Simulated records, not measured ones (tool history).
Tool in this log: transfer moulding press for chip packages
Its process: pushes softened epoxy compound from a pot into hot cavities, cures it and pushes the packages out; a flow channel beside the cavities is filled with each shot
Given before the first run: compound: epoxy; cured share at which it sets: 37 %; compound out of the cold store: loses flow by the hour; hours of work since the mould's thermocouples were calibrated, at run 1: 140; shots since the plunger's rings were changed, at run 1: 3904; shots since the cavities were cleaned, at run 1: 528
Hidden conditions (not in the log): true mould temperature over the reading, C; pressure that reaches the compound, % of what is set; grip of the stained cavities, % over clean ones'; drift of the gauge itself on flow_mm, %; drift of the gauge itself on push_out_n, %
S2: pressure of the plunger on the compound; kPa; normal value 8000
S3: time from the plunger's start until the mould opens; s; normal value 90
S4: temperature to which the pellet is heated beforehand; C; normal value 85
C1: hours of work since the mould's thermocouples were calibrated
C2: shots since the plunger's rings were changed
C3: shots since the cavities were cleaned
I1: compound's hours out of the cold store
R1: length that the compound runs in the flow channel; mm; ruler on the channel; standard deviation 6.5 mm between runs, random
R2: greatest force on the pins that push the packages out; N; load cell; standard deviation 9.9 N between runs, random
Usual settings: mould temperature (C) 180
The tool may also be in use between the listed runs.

Run 1, hour 0: usual settings; C1 140; C2 3904; C3 528; I1 23.5. Result: R1 708 mm, R2 448 N.
At hour 14.5: cavities cleaned with cleaning compound and waxed.
Run 2, hour 28: usual settings; C1 151; C2 4099; C3 99; I1 47.8. Result: R1 677 mm, R2 429 N.
Run 3, hour 48.9: usual settings but S3 127 s; C1 159; C2 4253; C3 253; I1 27.1. Result: R1 694 mm, R2 393 N.
Run 4, hour 79.1: usual settings but mould temperature (C) 182, S3 127 s; C1 172; C2 4475; C3 475; I1 30. Result: R1 684 mm, R2 387 N.
At hour 99.5: cavities cleaned with cleaning compound and waxed.
Run 5, hour 114.4: usual settings but mould temperature (C) 173; C1 185; C2 4724; C3 109; I1 24.5. Result: R1 716 mm, R2 625 N.
Run 6, hour 130.5: usual settings but mould temperature (C) 173; C1 192; C2 4843; C3 228; I1 36.3. Result: R1 701 mm, R2 628 N.
Run 7, hour 161.1: usual settings but mould temperature (C) 173; C1 204; C2 5068; C3 453; I1 44.3. Result: R1 689 mm, R2 648 N.
At hour 184.7: cavities cleaned with cleaning compound and waxed.
Run 8, hour 195.4: usual settings but mould temperature (C) 173; C1 218; C2 5309; C3 79; I1 31.6. Result: R1 710 mm, R2 656 N.
Run 9, hour 222.9: usual settings but mould temperature (C) 173; C1 229; C2 5511; C3 281; I1 27.6. Result: R1 721 mm, R2 644 N.
Run 10, hour 243.2: usual settings; C1 237; C2 5661; C3 431; I1 26.8. Result: R1 700 mm, R2 444 N.
Run 11, hour 266.5: usual settings; C1 247; C2 5833; C3 603; I1 33.5. Result: R1 692 mm, R2 457 N.
At hour 271: cavities cleaned with cleaning compound and waxed.
At hour 281.4: plunger's sealing rings changed.
Run 12, hour 289.2: usual settings but mould temperature (C) 176; C1 254; C2 57; C3 115; I1 13.2. Result: R1 739 mm, R2 538 N.
Run 13, hour 324.1: usual settings but mould temperature (C) 176; C1 269; C2 314; C3 372; I1 9. Result: R1 738 mm, R2 555 N.
Run 14, hour 339.1: usual settings but mould temperature (C) 176, S3 127 s; C1 275; C2 425; C3 483; I1 28. Result: R1 718 mm, R2 384 N.
At hour 359.5: cavities cleaned with cleaning compound and waxed.
Run 15, hour 361.2: usual settings but mould temperature (C) 176, S3 127 s; C1 283; C2 577; C3 13; I1 45.2. Result: R1 681 mm, R2 405 N.
Run 16, hour 387.6: usual settings but mould temperature (C) 178, S2 8840 kPa, S3 85 s, S4 82 C; C1 294; C2 770; C3 206; I1 37.3. Result: R1 727 mm, R2 523 N.
Run 17, hour 419.8: usual settings but mould temperature (C) 178, S2 8840 kPa, S3 85 s, S4 82 C; C1 307; C2 1008; C3 444; I1 22.4. Result: R1 752 mm, R2 551 N.
At hour 445.2: cavities cleaned with cleaning compound and waxed.
Run 18, hour 445.7: usual settings but mould temperature (C) 179, S3 85 s; C1 317; C2 1187; C3 3; I1 39.6. Result: R1 685 mm, R2 513 N.
Run 19, hour 463.9: usual settings but mould temperature (C) 179, S3 85 s; C1 325; C2 1321; C3 137; I1 21.2. Result: R1 721 mm, R2 517 N.
Run 20, hour 494.9: usual settings but mould temperature (C) 179, S3 111 s; C1 337; C2 1549; C3 365; I1 21.7. Result: R1 715 mm, R2 390 N.
Run 21, hour 520.5: usual settings but mould temperature (C) 179, S3 111 s; C1 348; C2 1738; C3 554; I1 38.3. Result: R1 685 mm, R2 395 N.
At hour 531.6: cavities cleaned with cleaning compound and waxed.
Run 22, hour 556: usual settings but mould temperature (C) 179, S3 111 s; C1 362; C2 1988; C3 180; I1 8.4. Result: R1 727 mm, R2 409 N.
At hour 566.1: mould's thermocouples calibrated.
Run 23, hour 575.3: usual settings but mould temperature (C) 179, S3 111 s; C1 4; C2 2116; C3 308; I1 34.4. Result: R1 695 mm, R2 407 N.
Run 24, hour 608.2: usual settings but mould temperature (C) 179, S3 91 s; C1 17; C2 2357; C3 549; I1 25.3. Result: R1 691 mm, R2 467 N.
At hour 618.8: cavities cleaned with cleaning compound and waxed.
Run 25, hour 630.8: usual settings but mould temperature (C) 179, S3 91 s; C1 26; C2 2513; C3 88; I1 25.5. Result: R1 708 mm, R2 475 N.
Run 26, hour 656.3: usual settings but mould temperature (C) 179, S3 101 s, S4 77 C; C1 36; C2 2700; C3 275; I1 8.4. Result: R1 739 mm, R2 424 N.
Run 27, hour 683.4: usual settings but mould temperature (C) 175, S2 9480 kPa, S3 103 s, S4 84 C; C1 47; C2 2900; C3 475; I1 38.5. Result: R1 756 mm, R2 466 N.
At hour 704.5: cavities cleaned with cleaning compound and waxed.
Run 28, hour 704.5: usual settings but mould temperature (C) 178; C1 55; C2 3044; C3 0; I1 47.6. Result: R1 676 mm, R2 480 N.
Run 29, hour 724: usual settings but mould temperature (C) 178; C1 63; C2 3188; C3 144; I1 43.8. Result: R1 671 mm, R2 495 N.

Forecast each of these 3 alternatives for the next run:
Run A, hour 745.3: usual settings but mould temperature (C) 176, S3 77 s, S4 78 C; C1 72; C2 3345; C3 301; I1 36.3. Result: R1 ?, R2 ?.
Run B, hour 745.3: usual settings but S3 129 s; C1 72; C2 3345; C3 301; I1 13.8. Result: R1 ?, R2 ?.
Run C, hour 745.3: usual settings but mould temperature (C) 173, S2 7480 kPa, S4 75 C; C1 72; C2 3345; C3 301; I1 13.3. Result: R1 ?, R2 ?.

run   R1   R2
  A  697  757
  B  717  380
  C  707  685
With the hidden condition removed and each run's random variation left untouched, the same runs would have given:
run   R1   R2
  A  698  753
  B  718  378
  C  707  681

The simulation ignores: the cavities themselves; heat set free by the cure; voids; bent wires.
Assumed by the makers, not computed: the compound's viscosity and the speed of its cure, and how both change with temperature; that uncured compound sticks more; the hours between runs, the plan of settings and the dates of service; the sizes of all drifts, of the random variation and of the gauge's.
